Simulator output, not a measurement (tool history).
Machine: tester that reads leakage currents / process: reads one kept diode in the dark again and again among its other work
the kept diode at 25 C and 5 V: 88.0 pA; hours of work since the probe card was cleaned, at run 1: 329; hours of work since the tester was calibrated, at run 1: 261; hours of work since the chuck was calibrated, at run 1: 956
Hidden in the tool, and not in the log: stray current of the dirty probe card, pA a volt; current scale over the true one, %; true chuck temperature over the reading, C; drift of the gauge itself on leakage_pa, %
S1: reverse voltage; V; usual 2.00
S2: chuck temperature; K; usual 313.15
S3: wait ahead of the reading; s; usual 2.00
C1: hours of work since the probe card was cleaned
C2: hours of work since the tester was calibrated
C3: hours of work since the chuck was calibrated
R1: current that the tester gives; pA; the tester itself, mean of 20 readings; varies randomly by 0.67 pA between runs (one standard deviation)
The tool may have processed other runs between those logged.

run   hour     S1      S2    S3   C1   C2    C3      R1
  1    0.0   2.00  313.15  2.00  329  261   956  196.07
  2   30.5   2.00  313.15  2.00  353  285   980  195.65
  3   75.9   2.00  313.15  2.00  389  321  1016  194.79
  4  112.4   2.00  301.15  2.00  418  350  1045   71.09
  5  162.3   2.00  301.15  2.00  458  390  1084   70.92
     167.0  -- chuck's temperature calibrated
  6  203.1   2.00  301.15  2.00  488  420    29   66.31
  7  227.6   2.00  313.15  2.00  508  440    48  180.44
  8  255.3   2.00  313.15  2.00  530  462    70  180.20
  9  293.8   2.00  313.15  2.00  560  492   100  180.01
 10  341.8   2.00  313.15  2.00  598  530   138  177.78
     354.3  -- chuck's temperature calibrated, once more
 11  390.5   2.00  313.15  2.00  635  567    29  221.44
 12  430.2   2.00  313.15  2.00  667  599    60  222.03
 13  476.7   2.00  313.15  2.00  703  635    97  219.54
 14  516.6   2.00  313.15  2.00  735  667   129  218.80
 15  566.7   2.00  313.15  2.00  775  707   168  218.62
 16  587.8   1.73  323.15  3.10  791  723   185  446.50
 17  608.9   8.75  310.15  0.93  808  740   202  291.68
 18  658.8   2.00  313.15  1.00  848  779   241  215.54
 19  695.5   2.00  313.15  1.00  877  808   270  215.00
 20  723.1   2.00  313.15  1.00  898  830   292  216.22
 21  763.0   2.00  313.15  1.00  930  862   324  214.29
 22  791.5  10.12  298.15  1.47  953  884   346  109.59

Predict the results of run 23:
 23  829.6  5.45  327.15  7.01  983  915  376   ?

{"run 23": {"R1": 892.69}}
Were there no unlogged condition in the tool, this run, its random variation unchanged, would have produced R1 926.12 pA.
